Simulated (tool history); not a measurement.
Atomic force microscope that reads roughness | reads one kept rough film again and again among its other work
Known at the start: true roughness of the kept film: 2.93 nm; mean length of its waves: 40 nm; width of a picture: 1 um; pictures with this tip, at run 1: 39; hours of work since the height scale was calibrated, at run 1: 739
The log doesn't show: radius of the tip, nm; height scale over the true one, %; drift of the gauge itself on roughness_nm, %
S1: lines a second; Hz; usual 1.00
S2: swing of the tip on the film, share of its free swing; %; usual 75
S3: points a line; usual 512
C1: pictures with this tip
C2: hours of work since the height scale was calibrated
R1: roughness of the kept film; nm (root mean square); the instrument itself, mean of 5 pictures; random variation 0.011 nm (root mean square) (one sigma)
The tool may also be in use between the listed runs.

run	day	S1	S2	S3	C1	C2	R1
1	0.000	1.00	75	512	39	739	2.253
# day 0.671: new tip fitted
2	1.988	1.00	66	512	58	768	2.234
# day 2.262: new tip fitted
# day 3.900: new tip fitted
3	4.554	1.00	75	512	29	806	2.313
# day 5.479: new tip fitted
# day 7.121: new tip fitted
4	7.246	1.00	75	512	6	845	2.531
# day 8.700: new tip fitted
5	8.729	2.28	75	512	1	867	2.399
# day 10.262: new tip fitted
6	10.921	1.00	75	512	30	899	2.335
# day 11.829: new tip fitted
7	13.317	1.00	75	512	66	935	2.143
# day 13.546: new tip fitted
# day 15.096: new tip fitted
8	15.217	1.00	68	512	5	962	2.559
# day 16.650: new tip fitted
9	17.967	1.00	68	512	59	1003	2.200
# day 18.296: new tip fitted
# day 19.883: new tip fitted
10	20.417	1.00	68	735	24	1039	2.398
# day 21.429: new tip fitted
11	21.675	1.00	56	735	11	1057	2.528
# day 22.975: new tip fitted
12	24.192	1.00	75	512	54	1094	2.221
# day 24.704: new tip fitted
# day 26.454: new tip fitted
13	26.958	1.00	75	512	23	1135	2.375
# day 28.021: new tip fitted
14	29.492	1.00	75	512	66	1172	2.069
# day 29.725: new tip fitted
# day 31.371: new tip fitted
15	32.071	1.00	75	512	32	1210	2.345
# day 32.333: height scale calibrated on a step standard
# day 33.071: new tip fitted
16	33.896	1.00	75	512	37	23	2.231
# day 34.625: new tip fitted
17	35.783	1.00	61	358	51	51	2.241
# day 36.258: new tip fitted
18	37.721	1.00	81	419	66	79	1.993
# day 37.867: new tip fitted
# day 39.612: new tip fitted
19	40.467	1.00	81	316	38	120	2.148
# day 41.375: new tip fitted
# day 43.079: new tip fitted
20	43.312	1.00	87	478	10	161	2.325
# day 44.700: new tip fitted
# day 46.296: new tip fitted
21	46.296	2.01	87	470	0	205	2.205
# day 47.975: height scale calibrated on a step standard, once more
# day 47.996: new tip fitted
22	47.996	2.01	87	470	0	0	2.274
# day 49.612: new tip fitted
23	50.804	2.01	87	470	53	41	1.952

Run 24 comes next. What will it give?
# day 51.212: new tip fitted
# day 52.933: new tip fitted
24	53.392	1.72	81	407	21	79	?

Run 24 gave R1 2.245 nm (root mean square).
Without the tool's hidden state the same run would have given R1 2.413 nm (root mean square).
